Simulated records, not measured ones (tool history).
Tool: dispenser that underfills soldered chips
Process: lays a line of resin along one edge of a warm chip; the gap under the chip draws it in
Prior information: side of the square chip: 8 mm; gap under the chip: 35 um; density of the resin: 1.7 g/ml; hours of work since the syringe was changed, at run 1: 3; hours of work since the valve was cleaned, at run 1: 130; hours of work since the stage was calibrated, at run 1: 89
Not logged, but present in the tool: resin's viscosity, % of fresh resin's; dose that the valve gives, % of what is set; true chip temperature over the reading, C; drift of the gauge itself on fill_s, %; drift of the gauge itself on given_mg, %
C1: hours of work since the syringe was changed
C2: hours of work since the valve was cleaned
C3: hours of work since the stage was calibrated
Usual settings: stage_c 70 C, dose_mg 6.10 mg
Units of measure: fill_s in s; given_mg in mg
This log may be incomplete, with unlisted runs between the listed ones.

{"run": 1, "hour": 0.0, "stage_c": 70, "dose_mg": 6.1, "C1": 3, "C2": 130, "C3": 89, "fill_s": 106.3, "given_mg": 5.69}
{"run": 2, "hour": 3.4, "stage_c": 70, "dose_mg": 6.1, "C1": 6, "C2": 132, "C3": 91, "fill_s": 118.5, "given_mg": 5.74}
{"run": 3, "hour": 7.6, "stage_c": 70, "dose_mg": 6.1, "C1": 9, "C2": 136, "C3": 95, "fill_s": 136.7, "given_mg": 5.68}
{"hour": 10.8, "done": "new syringe of resin"}
{"run": 4, "hour": 10.8, "stage_c": 70, "dose_mg": 6.2, "C1": 0, "C2": 138, "C3": 97, "fill_s": 94.8, "given_mg": 5.82}
{"run": 5, "hour": 16.2, "stage_c": 70, "dose_mg": 6.2, "C1": 4, "C2": 142, "C3": 101, "fill_s": 111.1, "given_mg": 5.72}
{"run": 6, "hour": 22.7, "stage_c": 70, "dose_mg": 6.2, "C1": 9, "C2": 147, "C3": 106, "fill_s": 139.8, "given_mg": 5.77}
{"hour": 25.2, "done": "new syringe of resin"}
{"hour": 26.2, "done": "dispensing valve cleaned and set on the balance"}
{"run": 7, "hour": 27.5, "stage_c": 70, "dose_mg": 6.2, "C1": 1, "C2": 1, "C3": 108, "fill_s": 96.2, "given_mg": 6.11}
{"run": 8, "hour": 31.4, "stage_c": 70, "dose_mg": 6.2, "C1": 4, "C2": 4, "C3": 111, "fill_s": 109.4, "given_mg": 6.22}
{"run": 9, "hour": 34.1, "stage_c": 70, "dose_mg": 6.2, "C1": 6, "C2": 6, "C3": 113, "fill_s": 118.0, "given_mg": 6.18}
{"run": 10, "hour": 37.1, "stage_c": 70, "dose_mg": 5.9, "C1": 8, "C2": 8, "C3": 116, "fill_s": 132.6, "given_mg": 5.81}
{"run": 11, "hour": 39.8, "stage_c": 70, "dose_mg": 5.9, "C1": 10, "C2": 10, "C3": 118, "fill_s": 145.3, "given_mg": 5.81}
{"hour": 41.0, "done": "new syringe of resin"}
{"run": 12, "hour": 43.8, "stage_c": 76, "dose_mg": 5.9, "C1": 2, "C2": 13, "C3": 121, "fill_s": 80.0, "given_mg": 5.94}
{"run": 13, "hour": 47.9, "stage_c": 76, "dose_mg": 5.9, "C1": 5, "C2": 16, "C3": 124, "fill_s": 90.7, "given_mg": 5.85}
{"run": 14, "hour": 52.3, "stage_c": 70, "dose_mg": 6.1, "C1": 9, "C2": 20, "C3": 127, "fill_s": 133.3, "given_mg": 6.02}
{"hour": 55.4, "done": "new syringe of resin"}
{"run": 15, "hour": 57.9, "stage_c": 70, "dose_mg": 6.1, "C1": 2, "C2": 24, "C3": 131, "fill_s": 100.3, "given_mg": 6.03}
{"run": 16, "hour": 62.7, "stage_c": 70, "dose_mg": 6.1, "C1": 6, "C2": 27, "C3": 135, "fill_s": 118.7, "given_mg": 6.02}
{"run": 17, "hour": 65.5, "stage_c": 77, "dose_mg": 6.1, "C1": 8, "C2": 29, "C3": 137, "fill_s": 98.2, "given_mg": 5.98}
{"hour": 70.0, "done": "new syringe of resin"}
{"run": 18, "hour": 71.0, "stage_c": 77, "dose_mg": 6.1, "C1": 1, "C2": 33, "C3": 141, "fill_s": 75.5, "given_mg": 6.0}
{"run": 19, "hour": 75.0, "stage_c": 84, "dose_mg": 6.1, "C1": 4, "C2": 36, "C3": 144, "fill_s": 63.9, "given_mg": 6.04}
{"run": 20, "hour": 78.3, "stage_c": 75, "dose_mg": 6.1, "C1": 6, "C2": 39, "C3": 146, "fill_s": 101.6, "given_mg": 5.97}
{"run": 21, "hour": 82.7, "stage_c": 72, "dose_mg": 7.2, "C1": 10, "C2": 42, "C3": 150, "fill_s": 130.4, "given_mg": 7.04}
{"hour": 84.5, "done": "new syringe of resin"}
{"run": 22, "hour": 88.1, "stage_c": 66, "dose_mg": 5.83, "C1": 3, "C2": 46, "C3": 154, "fill_s": 124.6, "given_mg": 5.72}
{"run": 23, "hour": 94.5, "stage_c": 66, "dose_mg": 5.83, "C1": 8, "C2": 51, "C3": 158, "fill_s": 149.4, "given_mg": 5.62}
{"run": 24, "hour": 97.9, "stage_c": 66, "dose_mg": 5.83, "C1": 10, "C2": 54, "C3": 161, "fill_s": 171.6, "given_mg": 5.65}
{"hour": 98.9, "done": "new syringe of resin"}
{"run": 25, "hour": 102.3, "stage_c": 66, "dose_mg": 5.83, "C1": 3, "C2": 57, "C3": 164, "fill_s": 123.3, "given_mg": 5.65}
{"run": 26, "hour": 108.6, "stage_c": 64, "dose_mg": 7.37, "C1": 7, "C2": 61, "C3": 169, "fill_s": 160.9, "given_mg": 7.14}
{"run": 27, "hour": 111.7, "stage_c": 84, "dose_mg": 5.68, "C1": 10, "C2": 64, "C3": 171, "fill_s": 83.3, "given_mg": 5.49}
{"hour": 113.7, "done": "new syringe of resin"}
{"run": 28, "hour": 117.5, "stage_c": 58, "dose_mg": 5.86, "C1": 3, "C2": 68, "C3": 176, "fill_s": 173.3, "given_mg": 5.65}
{"run": 29, "hour": 123.3, "stage_c": 58, "dose_mg": 7.31, "C1": 7, "C2": 72, "C3": 180, "fill_s": 205.7, "given_mg": 7.09}
{"run": 30, "hour": 126.1, "stage_c": 67, "dose_mg": 7.38, "C1": 9, "C2": 75, "C3": 182, "fill_s": 152.8, "given_mg": 7.12}
{"hour": 128.4, "done": "new syringe of resin"}
{"run": 31, "hour": 130.5, "stage_c": 67, "dose_mg": 7.38, "C1": 2, "C2": 78, "C3": 185, "fill_s": 111.0, "given_mg": 7.14}
{"run": 32, "hour": 133.6, "stage_c": 67, "dose_mg": 7.38, "C1": 4, "C2": 80, "C3": 188, "fill_s": 120.2, "given_mg": 7.11}
{"run": 33, "hour": 138.0, "stage_c": 67, "dose_mg": 7.38, "C1": 7, "C2": 83, "C3": 191, "fill_s": 140.1, "given_mg": 7.07}
{"run": 34, "hour": 142.1, "stage_c": 66, "dose_mg": 6.1, "C1": 10, "C2": 87, "C3": 194, "fill_s": 170.9, "given_mg": 5.86}
{"hour": 143.4, "done": "new syringe of resin"}
{"run": 35, "hour": 147.7, "stage_c": 55, "dose_mg": 5.6, "C1": 3, "C2": 91, "C3": 198, "fill_s": 205.1, "given_mg": 5.32}

Predict each of these 3 candidate next runs independently; none follows another, all start after run 35:
{"run": "A", "hour": 153.3, "stage_c": 79, "dose_mg": 5.69, "C1": 8, "C2": 95, "C3": 202, "fill_s": "?", "given_mg": "?"}
{"run": "B", "hour": 153.3, "stage_c": 76, "dose_mg": 6.49, "C1": 8, "C2": 95, "C3": 202, "fill_s": "?", "given_mg": "?"}
{"run": "C", "hour": 153.3, "stage_c": 67, "dose_mg": 6.8, "C1": 8, "C2": 95, "C3": 202, "fill_s": "?", "given_mg": "?"}

run=A fill_s=92.7 given_mg=5.48
run=B fill_s=101.2 given_mg=6.22
run=C fill_s=140.8 given_mg=6.45
What these runs would have given with no unlogged condition in the tool:
run=A fill_s=67.4 given_mg=5.73
run=B fill_s=73.7 given_mg=6.51
run=C fill_s=102.7 given_mg=6.75

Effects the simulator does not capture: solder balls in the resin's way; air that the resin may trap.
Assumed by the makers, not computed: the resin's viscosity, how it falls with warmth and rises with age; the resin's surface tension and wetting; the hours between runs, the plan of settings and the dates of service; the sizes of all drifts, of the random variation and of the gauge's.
